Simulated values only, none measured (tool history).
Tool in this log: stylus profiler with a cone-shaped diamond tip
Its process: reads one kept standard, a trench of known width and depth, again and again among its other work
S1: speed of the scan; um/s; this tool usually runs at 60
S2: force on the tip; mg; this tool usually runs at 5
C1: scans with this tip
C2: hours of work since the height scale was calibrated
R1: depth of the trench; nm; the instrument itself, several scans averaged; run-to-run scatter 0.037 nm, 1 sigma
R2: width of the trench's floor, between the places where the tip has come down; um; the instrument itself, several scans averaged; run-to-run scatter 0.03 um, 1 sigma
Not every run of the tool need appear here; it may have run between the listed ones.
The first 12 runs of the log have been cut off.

Run 13, hour 382.9: usual settings but S2 6.46 mg; C1 3980; C2 706. Result: R1 103.16 nm, R2 18.47 um.
Run 14, hour 424.3: usual settings but S1 74 um/s, S2 6.46 mg; C1 4162; C2 738. Result: R1 103.07 nm, R2 18.39 um.
Run 15, hour 464: usual settings but S1 74 um/s, S2 6.46 mg; C1 4337; C2 769. Result: R1 103.13 nm, R2 18.43 um.
Run 16, hour 483.8: usual settings but S2 1.77 mg; C1 4424; C2 785. Result: R1 101.4 nm, R2 18.31 um.
Run 17, hour 528.2: usual settings but S1 49 um/s, S2 2.02 mg; C1 4619; C2 819. Result: R1 101.48 nm, R2 18.37 um.
Run 18, hour 548.1: usual settings but S1 154 um/s; C1 4707; C2 835. Result: R1 102.67 nm, R2 18.08 um.
Run 19, hour 568.5: usual settings but S1 154 um/s; C1 4796; C2 851. Result: R1 102.62 nm, R2 18.12 um.
Run 20, hour 602.1: usual settings but S1 223 um/s, S2 14.75 mg; C1 4945; C2 877. Result: R1 105.35 nm, R2 18.19 um.
Run 21, hour 650.2: usual settings but S1 26 um/s, S2 12.6 mg; C1 5156; C2 915. Result: R1 104.92 nm, R2 18.57 um.
Run 22, hour 670.5: usual settings but S1 24 um/s, S2 10.66 mg; C1 5245; C2 930. Result: R1 104.35 nm, R2 18.55 um.
Run 23, hour 696.1: usual settings but S1 70 um/s, S2 7.95 mg; C1 5358; C2 950. Result: R1 103.61 nm, R2 18.36 um.
Run 24, hour 734.1: usual settings but S1 47 um/s, S2 4.07 mg; C1 5525; C2 980. Result: R1 102.3 nm, R2 18.4 um.
Run 25, hour 772.1: usual settings but S1 147 um/s, S2 9.06 mg; C1 5692; C2 1010. Result: R1 103.97 nm, R2 18.2 um.
Run 26, hour 811.2: usual settings but S1 76 um/s, S2 5.23 mg; C1 5864; C2 1040. Result: R1 102.87 nm, R2 18.32 um.
Run 27, hour 854.9: usual settings but S1 80 um/s, S2 4.78 mg; C1 6056; C2 1074. Result: R1 102.65 nm, R2 18.31 um.
Run 28, hour 881: usual settings but S1 80 um/s, S2 4.78 mg; C1 6171; C2 1095. Result: R1 102.62 nm, R2 18.3 um.
Run 29, hour 925.4: usual settings but S1 80 um/s, S2 4.78 mg; C1 6366; C2 1129. Result: R1 102.67 nm, R2 18.27 um.
Run 30, hour 966.2: usual settings but S1 80 um/s, S2 4.78 mg; C1 6546; C2 1161. Result: R1 102.61 nm, R2 18.33 um.
Run 31, hour 1011.1: usual settings but S1 80 um/s, S2 4.78 mg; C1 6743; C2 1196. Result: R1 102.63 nm, R2 18.34 um.

Here are 4 independent what-if runs from the current tool condition. What would each one return?
Run A, hour 1045.9: usual settings but S1 36 um/s, S2 1.69 mg; C1 6897; C2 1223. Result: R1 ?, R2 ?.
Run B, hour 1045.9: usual settings but S1 80 um/s, S2 8.06 mg; C1 6897; C2 1223. Result: R1 ?, R2 ?.
Run C, hour 1045.9: usual settings but S1 80 um/s, S2 4.19 mg; C1 6897; C2 1223. Result: R1 ?, R2 ?.
Run D, hour 1045.9: usual settings but S1 175 um/s, S2 5.85 mg; C1 6897; C2 1223. Result: R1 ?, R2 ?.

run      R1     R2
  A  101.44  18.32
  B  103.72  18.32
  C  102.48  18.28
  D  103.08  17.94
Take away the tool's hidden state, keep each run's random variation, and the runs would have read:
run      R1     R2
  A  101.22  18.52
  B   103.5  18.51
  C  102.26  18.47
  D  102.87  18.14
